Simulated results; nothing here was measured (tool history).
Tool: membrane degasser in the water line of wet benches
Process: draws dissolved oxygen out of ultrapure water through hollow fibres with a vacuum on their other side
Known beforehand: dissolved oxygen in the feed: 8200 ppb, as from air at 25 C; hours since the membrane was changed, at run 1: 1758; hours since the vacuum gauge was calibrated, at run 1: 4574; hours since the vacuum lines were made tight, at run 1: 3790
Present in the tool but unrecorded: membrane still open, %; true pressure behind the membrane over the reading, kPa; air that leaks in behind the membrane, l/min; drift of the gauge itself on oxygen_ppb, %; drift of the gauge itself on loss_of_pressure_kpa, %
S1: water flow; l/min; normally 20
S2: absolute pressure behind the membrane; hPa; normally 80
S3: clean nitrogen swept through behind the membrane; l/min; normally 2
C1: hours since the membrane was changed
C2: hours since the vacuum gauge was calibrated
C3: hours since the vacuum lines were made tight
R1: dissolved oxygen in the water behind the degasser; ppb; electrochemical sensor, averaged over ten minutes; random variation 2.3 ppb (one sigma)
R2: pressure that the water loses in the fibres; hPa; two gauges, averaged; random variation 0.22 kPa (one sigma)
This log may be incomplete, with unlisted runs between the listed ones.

{"run": 1, "day": 0.0, "S1": 20, "S2": 80, "S3": 2, "C1": 1758, "C2": 4574, "C3": 3790, "R1": 247.1, "R2": 558.8}
{"run": 2, "day": 1.388, "S1": 20, "S2": 80, "S3": 2, "C1": 1791, "C2": 4608, "C3": 3823, "R1": 246.8, "R2": 559}
{"run": 3, "day": 3.179, "S1": 20, "S2": 80, "S3": 2, "C1": 1834, "C2": 4651, "C3": 3866, "R1": 247.3, "R2": 560.5}
{"run": 4, "day": 4.512, "S1": 20, "S2": 80, "S3": 2, "C1": 1866, "C2": 4683, "C3": 3898, "R1": 247.3, "R2": 562.9}
{"run": 5, "day": 6.8, "S1": 20, "S2": 80, "S3": 2, "C1": 1921, "C2": 4737, "C3": 3953, "R1": 247, "R2": 559.8}
{"run": 6, "day": 9.612, "S1": 20, "S2": 80, "S3": 2, "C1": 1988, "C2": 4805, "C3": 4021, "R1": 246.2, "R2": 563.1}
{"run": 7, "day": 11.558, "S1": 22, "S2": 80, "S3": 2, "C1": 2035, "C2": 4852, "C3": 4068, "R1": 286.6, "R2": 618.3}
{"run": 8, "day": 14.525, "S1": 20, "S2": 80, "S3": 2, "C1": 2106, "C2": 4923, "C3": 4139, "R1": 249.7, "R2": 560.7}
{"run": 9, "day": 16.054, "S1": 20, "S2": 80, "S3": 2, "C1": 2143, "C2": 4960, "C3": 4175, "R1": 244.7, "R2": 560.1}
{"run": 10, "day": 17.354, "S1": 20, "S2": 80, "S3": 2, "C1": 2174, "C2": 4991, "C3": 4207, "R1": 248.1, "R2": 561.7}
{"run": 11, "day": 20.362, "S1": 20, "S2": 80, "S3": 2, "C1": 2246, "C2": 5063, "C3": 4279, "R1": 242, "R2": 564.8}
{"day": 20.521, "done": "vacuum gauge calibrated"}
{"run": 12, "day": 22.3, "S1": 20, "S2": 80, "S3": 2, "C1": 2292, "C2": 43, "C3": 4325, "R1": 255.6, "R2": 559.1}
{"run": 13, "day": 25.371, "S1": 20, "S2": 80, "S3": 1.33, "C1": 2366, "C2": 116, "C3": 4398, "R1": 311.1, "R2": 566.3}
{"day": 26.525, "done": "seals of the vacuum lines changed"}
{"run": 14, "day": 28.15, "S1": 18, "S2": 80, "S3": 2, "C1": 2431, "C2": 181, "C3": 39, "R1": 210, "R2": 508}
{"run": 15, "day": 30.912, "S1": 18, "S2": 52.8, "S3": 2, "C1": 2497, "C2": 247, "C3": 105, "R1": 156.7, "R2": 506.7}
{"run": 16, "day": 32.292, "S1": 18, "S2": 52.8, "S3": 2, "C1": 2530, "C2": 280, "C3": 138, "R1": 157.4, "R2": 505.1}
{"run": 17, "day": 34.225, "S1": 20, "S2": 80, "S3": 5.21, "C1": 2577, "C2": 327, "C3": 185, "R1": 178.6, "R2": 566.7}
{"day": 34.467, "done": "vacuum gauge calibrated, once more"}
{"run": 18, "day": 35.908, "S1": 20, "S2": 70.3, "S3": 1.85, "C1": 2616, "C2": 35, "C3": 225, "R1": 221.4, "R2": 563.6}
{"run": 19, "day": 38.825, "S1": 20, "S2": 70.3, "S3": 1.85, "C1": 2686, "C2": 105, "C3": 295, "R1": 221.6, "R2": 563.8}
{"run": 20, "day": 40.717, "S1": 14, "S2": 83.4, "S3": 2.88, "C1": 2732, "C2": 150, "C3": 340, "R1": 105.6, "R2": 399.3}
{"run": 21, "day": 42.35, "S1": 12, "S2": 134.1, "S3": 4.1, "C1": 2771, "C2": 189, "C3": 379, "R1": 101.7, "R2": 342}
{"run": 22, "day": 44.504, "S1": 20, "S2": 133, "S3": 1.55, "C1": 2823, "C2": 241, "C3": 431, "R1": 413.6, "R2": 562.6}
{"run": 23, "day": 46.717, "S1": 20, "S2": 133, "S3": 1.55, "C1": 2876, "C2": 294, "C3": 484, "R1": 410.1, "R2": 566}
{"run": 24, "day": 49.171, "S1": 26, "S2": 80, "S3": 2, "C1": 2935, "C2": 353, "C3": 543, "R1": 372.8, "R2": 734.9}
{"run": 25, "day": 51.579, "S1": 21, "S2": 87, "S3": 2.21, "C1": 2993, "C2": 411, "C3": 601, "R1": 272.6, "R2": 590.9}
{"run": 26, "day": 54.162, "S1": 23, "S2": 66.8, "S3": 2, "C1": 3055, "C2": 473, "C3": 663, "R1": 273.2, "R2": 647.9}
{"run": 27, "day": 56.229, "S1": 23, "S2": 66.8, "S3": 2, "C1": 3104, "C2": 522, "C3": 712, "R1": 272.9, "R2": 651.8}
{"run": 28, "day": 57.504, "S1": 26, "S2": 80, "S3": 2, "C1": 3135, "C2": 553, "C3": 743, "R1": 373.5, "R2": 736}
{"run": 29, "day": 59.862, "S1": 14, "S2": 80, "S3": 2.15, "C1": 3191, "C2": 609, "C3": 800, "R1": 120.5, "R2": 397.4}
{"run": 30, "day": 62.712, "S1": 13, "S2": 80, "S3": 2.15, "C1": 3260, "C2": 678, "C3": 868, "R1": 107.9, "R2": 371.7}
{"run": 31, "day": 64.471, "S1": 13, "S2": 80, "S3": 2.15, "C1": 3302, "C2": 720, "C3": 910, "R1": 106.7, "R2": 366.5}
{"run": 32, "day": 65.742, "S1": 19, "S2": 183.3, "S3": 2, "C1": 3332, "C2": 751, "C3": 941, "R1": 435.4, "R2": 537}
{"run": 33, "day": 68.708, "S1": 19, "S2": 64.9, "S3": 2.3, "C1": 3404, "C2": 822, "C3": 1012, "R1": 178.8, "R2": 537.2}

What if the next run were any one of these 3? Each begins from the tool's condition after run 33:
{"run": "A", "day": 71.75, "S1": 16, "S2": 80, "S3": 1.46, "C1": 3477, "C2": 895, "C3": 1085, "R1": "?", "R2": "?"}
{"run": "B", "day": 71.75, "S1": 20, "S2": 52.8, "S3": 1.33, "C1": 3477, "C2": 895, "C3": 1085, "R1": "?", "R2": "?"}
{"run": "C", "day": 71.75, "S1": 14, "S2": 73.1, "S3": 2.3, "C1": 3477, "C2": 895, "C3": 1085, "R1": "?", "R2": "?"}

run=A R1=195 R2=451.2
run=B R1=202.9 R2=564.1
run=C R1=109.4 R2=399
With no hidden state in the tool, these same runs would have given:
run=A R1=183.4 R2=438.4
run=B R1=185.5 R2=548.1
run=C R1=101.3 R2=387.8

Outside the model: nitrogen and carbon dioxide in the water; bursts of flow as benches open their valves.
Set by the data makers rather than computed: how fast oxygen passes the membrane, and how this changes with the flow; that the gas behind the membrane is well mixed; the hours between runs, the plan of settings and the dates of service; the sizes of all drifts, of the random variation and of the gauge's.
